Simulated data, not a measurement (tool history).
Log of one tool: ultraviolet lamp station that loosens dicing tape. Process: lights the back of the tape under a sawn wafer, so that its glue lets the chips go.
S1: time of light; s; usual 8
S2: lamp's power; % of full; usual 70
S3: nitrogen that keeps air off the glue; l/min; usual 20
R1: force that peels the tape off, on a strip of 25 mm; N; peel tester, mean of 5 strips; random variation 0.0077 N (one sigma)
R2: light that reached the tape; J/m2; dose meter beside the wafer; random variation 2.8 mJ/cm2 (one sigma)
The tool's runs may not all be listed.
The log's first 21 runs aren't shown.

Run 22, day 15.762: usual settings. Result: R1 0.306 N, R2 3960 J/m2.
Run 23, day 16.692: usual settings but S1 6 s, S2 72 % of full, S3 7 l/min. Result: R1 1.282 N, R2 3050 J/m2.
Run 24, day 17.738: usual settings but S1 6 s, S2 72 % of full, S3 7 l/min. Result: R1 1.259 N, R2 3080 J/m2.
At day 18.050: window cleaned of glue's vapour.
Run 25, day 18.400: usual settings but S1 6 s, S2 66 % of full. Result: R1 0.647 N, R2 2850 J/m2.
Run 26, day 19.383: usual settings but S1 6 s, S2 66 % of full. Result: R1 0.670 N, R2 2870 J/m2.
Run 27, day 20.083: usual settings but S1 6 s, S2 66 % of full. Result: R1 0.679 N, R2 2850 J/m2.
Run 28, day 20.921: usual settings but S1 6 s, S2 66 % of full, S3 13 l/min. Result: R1 0.899 N, R2 2820 J/m2.
Run 29, day 21.829: usual settings but S1 6 s, S2 66 % of full, S3 13 l/min. Result: R1 0.932 N, R2 2830 J/m2.
Run 30, day 22.379: usual settings but S1 6 s, S2 88 % of full, S3 13 l/min. Result: R1 0.517 N, R2 3800 J/m2.
Run 31, day 23.425: usual settings but S1 6 s, S2 97 % of full, S3 22 l/min. Result: R1 0.251 N, R2 4130 J/m2.
Run 32, day 24.221: usual settings but S1 6 s, S2 97 % of full, S3 22 l/min. Result: R1 0.249 N, R2 4150 J/m2.
Run 33, day 25.108: usual settings but S1 5 s, S2 82 % of full, S3 19 l/min. Result: R1 0.643 N, R2 2970 J/m2.
Run 34, day 25.679: usual settings but S1 15 s, S2 82 % of full, S3 7 l/min. Result: R1 0.138 N, R2 8720 J/m2.
Run 35, day 26.392: usual settings but S1 15 s, S2 82 % of full, S3 7 l/min. Result: R1 0.131 N, R2 8810 J/m2.
Run 36, day 27.021: usual settings but S1 5 s, S2 78 % of full, S3 17 l/min. Result: R1 0.796 N, R2 2830 J/m2.
Run 37, day 27.596: usual settings but S3 18 l/min. Result: R1 0.320 N, R2 3950 J/m2.
Run 38, day 28.075: usual settings but S1 5 s, S2 79 % of full, S3 30 l/min. Result: R1 0.479 N, R2 2840 J/m2.

Forecast run 39:
Run 39, day 28.892: usual settings but S1 5 s, S2 79 % of full, S3 30 l/min. Result: R1 ?, R2 ?.

R1: 0.481 N
R2: 2870 J/m2
Without the tool's hidden state the same run would have given R1 0.478 N, R2 2880 J/m2.
